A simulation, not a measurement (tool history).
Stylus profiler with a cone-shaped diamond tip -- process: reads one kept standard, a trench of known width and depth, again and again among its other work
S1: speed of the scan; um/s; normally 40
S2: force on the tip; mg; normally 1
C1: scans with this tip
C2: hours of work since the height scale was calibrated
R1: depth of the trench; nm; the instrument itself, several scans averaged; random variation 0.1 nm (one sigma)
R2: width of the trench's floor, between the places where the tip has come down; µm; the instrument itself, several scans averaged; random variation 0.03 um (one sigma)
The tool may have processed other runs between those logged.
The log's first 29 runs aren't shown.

run	day	S1	S2	C1	C2	R1	R2
30	16.792	140	1.93	1985	338	202.24	25.88
31	17.454	104	2.64	2045	348	202.56	26.24
32	18.221	47	1	2115	360	201.45	26.28
33	18.771	20	1.64	2165	369	202.22	26.57
34	19.517	73	0.86	2233	380	201.35	26.03
35	20.338	73	0.86	2308	393	201.49	25.98
36	21.029	65	2.59	2371	404	202.88	26.31
37	21.596	65	2.59	2423	413	202.79	26.23
38	22.296	65	2.59	2487	424	202.92	26.21

4 options for the next run, each taken on its own from the tool as it stands now. Forecast them:
A	23.058	38	1	2557	436	?	?
B	23.058	17	2.59	2557	436	?	?
C	23.058	13	1	2557	436	?	?
D	23.058	159	0.39	2557	436	?	?

run	R1	R2
A	201.45	26.27
B	202.74	26.49
C	201.6	26.43
D	200.89	24.45
The same runs, with their run-to-run variation unchanged, on a tool lacking any hidden condition would have given:
run	R1	R2
A	201.21	26.88
B	202.5	27.11
C	201.36	27.04
D	200.65	25.07
